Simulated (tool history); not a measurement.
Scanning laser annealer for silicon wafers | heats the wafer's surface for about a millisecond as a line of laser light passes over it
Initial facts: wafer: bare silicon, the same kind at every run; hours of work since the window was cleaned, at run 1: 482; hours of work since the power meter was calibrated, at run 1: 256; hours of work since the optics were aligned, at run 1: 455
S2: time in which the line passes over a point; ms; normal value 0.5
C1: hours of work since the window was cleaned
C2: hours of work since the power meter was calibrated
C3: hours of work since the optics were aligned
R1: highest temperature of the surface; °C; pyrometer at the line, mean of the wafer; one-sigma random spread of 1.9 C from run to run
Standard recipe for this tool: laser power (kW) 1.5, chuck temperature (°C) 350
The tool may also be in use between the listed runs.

{"run": 1, "hour": 0.0, "laser power (kW)": 1.5, "S2": 0.5, "chuck temperature (°C)": 350, "C1": 482, "C2": 256, "C3": 455, "R1": 1071}
{"run": 2, "hour": 20.2, "laser power (kW)": 1.5, "S2": 0.5, "chuck temperature (°C)": 350, "C1": 493, "C2": 267, "C3": 466, "R1": 1072}
{"run": 3, "hour": 41.2, "laser power (kW)": 1.5, "S2": 0.5, "chuck temperature (°C)": 332, "C1": 505, "C2": 279, "C3": 478, "R1": 1052}
{"run": 4, "hour": 66.8, "laser power (kW)": 1.5, "S2": 0.5, "chuck temperature (°C)": 350, "C1": 519, "C2": 293, "C3": 492, "R1": 1070}
{"run": 5, "hour": 80.9, "laser power (kW)": 1.5, "S2": 0.5, "chuck temperature (°C)": 350, "C1": 527, "C2": 301, "C3": 500, "R1": 1071}
{"run": 6, "hour": 94.5, "laser power (kW)": 1.5, "S2": 0.5, "chuck temperature (°C)": 350, "C1": 535, "C2": 309, "C3": 508, "R1": 1068}
{"run": 7, "hour": 115.1, "laser power (kW)": 1.5, "S2": 0.5, "chuck temperature (°C)": 350, "C1": 546, "C2": 320, "C3": 520, "R1": 1065}
{"run": 8, "hour": 131.2, "laser power (kW)": 1.5, "S2": 0.449, "chuck temperature (°C)": 350, "C1": 555, "C2": 329, "C3": 529, "R1": 1022}
{"hour": 137.7, "done": "optics aligned, line set to its width"}
{"run": 9, "hour": 157.9, "laser power (kW)": 1.5, "S2": 0.449, "chuck temperature (°C)": 350, "C1": 568, "C2": 341, "C3": 11, "R1": 1021}
{"run": 10, "hour": 172.5, "laser power (kW)": 1.649, "S2": 0.465, "chuck temperature (°C)": 350, "C1": 576, "C2": 350, "C3": 20, "R1": 1103}
{"run": 11, "hour": 198.4, "laser power (kW)": 1.329, "S2": 0.537, "chuck temperature (°C)": 387, "C1": 590, "C2": 364, "C3": 34, "R1": 1046}
{"run": 12, "hour": 222.3, "laser power (kW)": 1.329, "S2": 0.537, "chuck temperature (°C)": 387, "C1": 604, "C2": 378, "C3": 47, "R1": 1048}
{"run": 13, "hour": 241.9, "laser power (kW)": 1.303, "S2": 0.59, "chuck temperature (°C)": 319, "C1": 615, "C2": 389, "C3": 58, "R1": 1001}
{"run": 14, "hour": 261.1, "laser power (kW)": 1.303, "S2": 0.59, "chuck temperature (°C)": 319, "C1": 626, "C2": 399, "C3": 69, "R1": 1000}
{"run": 15, "hour": 281.9, "laser power (kW)": 1.495, "S2": 0.471, "chuck temperature (°C)": 374, "C1": 637, "C2": 411, "C3": 81, "R1": 1062}
{"run": 16, "hour": 299.8, "laser power (kW)": 1.376, "S2": 0.56, "chuck temperature (°C)": 315, "C1": 647, "C2": 421, "C3": 91, "R1": 1011}
{"hour": 319.5, "done": "optics aligned, line set to its width, once more"}
{"run": 17, "hour": 333.1, "laser power (kW)": 1.618, "S2": 0.5, "chuck temperature (°C)": 321, "C1": 663, "C2": 437, "C3": 8, "R1": 1093}
{"run": 18, "hour": 351.2, "laser power (kW)": 1.279, "S2": 0.401, "chuck temperature (°C)": 360, "C1": 673, "C2": 447, "C3": 18, "R1": 893}

Branching from run 18: 4 alternative next runs. What would each branch give?
{"run": "A", "hour": 368.4, "laser power (kW)": 1.488, "S2": 0.5, "chuck temperature (°C)": 320, "C1": 683, "C2": 457, "C3": 27, "R1": "?"}
{"run": "B", "hour": 368.4, "laser power (kW)": 1.385, "S2": 0.45, "chuck temperature (°C)": 369, "C1": 683, "C2": 457, "C3": 27, "R1": "?"}
{"run": "C", "hour": 368.4, "laser power (kW)": 1.518, "S2": 0.514, "chuck temperature (°C)": 389, "C1": 683, "C2": 457, "C3": 27, "R1": "?"}
{"run": "D", "hour": 368.4, "laser power (kW)": 1.401, "S2": 0.523, "chuck temperature (°C)": 329, "C1": 683, "C2": 457, "C3": 27, "R1": "?"}

run=A R1=1028
run=B R1=991
run=C R1=1125
run=D R1=1010
What these runs would have given with no unlogged condition in the tool:
run=A R1=1055
run=B R1=1014
run=C R1=1152
run=D R1=1036
